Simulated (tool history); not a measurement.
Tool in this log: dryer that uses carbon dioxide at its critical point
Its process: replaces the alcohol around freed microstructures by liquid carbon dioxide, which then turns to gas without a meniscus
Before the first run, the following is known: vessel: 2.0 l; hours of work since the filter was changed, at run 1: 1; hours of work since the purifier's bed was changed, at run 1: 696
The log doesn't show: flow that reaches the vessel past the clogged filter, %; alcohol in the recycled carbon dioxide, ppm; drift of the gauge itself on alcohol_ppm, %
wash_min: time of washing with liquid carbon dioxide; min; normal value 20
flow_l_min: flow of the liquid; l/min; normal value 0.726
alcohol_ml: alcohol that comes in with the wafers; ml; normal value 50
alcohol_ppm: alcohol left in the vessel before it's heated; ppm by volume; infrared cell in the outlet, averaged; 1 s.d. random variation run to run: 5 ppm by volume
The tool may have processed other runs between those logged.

| run | day | wash_min | flow_l_min | alcohol_ml | hours of work since the filter was changed | hours of work since the purifier's bed was changed | alcohol_ppm |
|---|---|---|---|---|---|---|---|
| 1 | 0.000 | 20 | 0.726 | 50 | 1 | 696 | 197 |
| 2 | 1.188 | 20 | 0.726 | 50 | 22 | 716 | 207 |
| 3 | 2.808 | 20 | 0.726 | 50 | 49 | 744 | 208 |
| 4 | 4.638 | 20 | 0.726 | 50 | 81 | 776 | 218 |
| 5 | 5.650 | 20 | 0.726 | 50 | 98 | 793 | 221 |
| 6 | 6.983 | 20 | 0.726 | 50 | 121 | 816 | 226 |
| 7 | 8.825 | 12 | 0.726 | 50 | 153 | 847 | 646 |
| 8 | 10.358 | 20 | 0.985 | 50 | 179 | 874 | 222 |
| 9 | 11.538 | 20 | 0.985 | 50 | 199 | 894 | 225 |
| 10 | 12.608 | 20 | 0.851 | 50 | 218 | 912 | 234 |
|  | 14.096 | purifier's bed changed |
| 11 | 14.554 | 20 | 0.726 | 46 | 249 | 8 | 36 |
| 12 | 15.433 | 20 | 0.726 | 46 | 264 | 23 | 55 |
| 13 | 17.196 | 20 | 0.726 | 46 | 294 | 53 | 60 |
| 14 | 18.079 | 20 | 0.726 | 46 | 309 | 68 | 55 |
| 15 | 19.325 | 20 | 1.062 | 50 | 331 | 90 | 31 |
| 16 | 20.833 | 20 | 0.726 | 88 | 356 | 116 | 110 |
| 17 | 21.900 | 32 | 0.726 | 88 | 375 | 134 | 49 |
| 18 | 22.975 | 32 | 0.726 | 88 | 393 | 152 | 44 |
| 19 | 24.742 | 32 | 0.726 | 88 | 423 | 183 | 60 |
| 20 | 25.721 | 32 | 0.726 | 88 | 440 | 199 | 58 |
| 21 | 27.088 | 32 | 0.726 | 88 | 464 | 223 | 72 |
| 22 | 28.379 | 32 | 0.726 | 81 | 486 | 245 | 67 |
|  | 30.096 | inlet filter changed |
| 23 | 30.096 | 32 | 0.726 | 81 | 0 | 274 | 89 |
| 24 | 31.246 | 20 | 0.503 | 61 | 20 | 293 | 336 |
| 25 | 32.779 | 15 | 0.482 | 79 | 46 | 320 | 1333 |
| 26 | 34.550 | 20 | 0.971 | 23 | 76 | 350 | 107 |
| 27 | 36.412 | 20 | 0.726 | 24 | 108 | 382 | 122 |
| 28 | 38.062 | 20 | 0.726 | 24 | 137 | 410 | 128 |
| 29 | 39.888 | 20 | 0.736 | 28 | 168 | 442 | 139 |
| 30 | 41.454 | 20 | 0.736 | 28 | 195 | 468 | 151 |
| 31 | 42.979 | 18 | 0.824 | 28 | 221 | 495 | 162 |
| 32 | 44.225 | 20 | 0.451 | 47 | 242 | 516 | 514 |
| 33 | 45.325 | 22 | 0.585 | 22 | 261 | 535 | 183 |
| 34 | 47.088 | 22 | 0.585 | 22 | 291 | 565 | 178 |
| 35 | 48.683 | 22 | 1.169 | 105 | 319 | 592 | 161 |
| 36 | 50.400 | 22 | 1.169 | 105 | 348 | 622 | 178 |
| 37 | 51.912 | 22 | 1.169 | 105 | 374 | 648 | 177 |
| 38 | 52.958 | 12 | 1.169 | 74 | 392 | 666 | 254 |
| 39 | 54.629 | 12 | 1.169 | 74 | 421 | 694 | 279 |
| 40 | 56.579 | 12 | 1.169 | 74 | 454 | 728 | 284 |
| 41 | 58.629 | 12 | 1.169 | 74 | 489 | 763 | 308 |
|  | 60.083 | inlet filter changed |
| 42 | 60.167 | 28 | 0.726 | 85 | 1 | 789 | 218 |
| 43 | 62.221 | 13 | 0.764 | 29 | 37 | 824 | 345 |

Across each entry between runs, compare the hidden state at the last listed run before it with the hidden state at the first listed run after it:
Logged between run 10 and run 11: purifier's bed changed (day 14.096)
  flow that reaches the vessel past the clogged filter, %: 95.1 -> 94.4; alcohol in the recycled carbon dioxide, ppm: 228.3 -> 8.1
  the result without the hidden state subtracted from the measured one, alcohol_ppm: +227 -> +13 ppm by volume
Logged between run 22 and run 23: inlet filter changed (day 30.096)
  flow that reaches the vessel past the clogged filter, %: 89.5 -> 99.6; alcohol in the recycled carbon dioxide, ppm: 71.3 -> 79.3
  the result without the hidden state subtracted from the measured one, alcohol_ppm: +67 -> +75 ppm by volume
Logged between run 41 and run 42: inlet filter changed (day 60.083)
  flow that reaches the vessel past the clogged filter, %: 89.2 -> 99.9; alcohol in the recycled carbon dioxide, ppm: 209.6 -> 216.4
  the result without the hidden state subtracted from the measured one, alcohol_ppm: +252 -> +213 ppm by volume
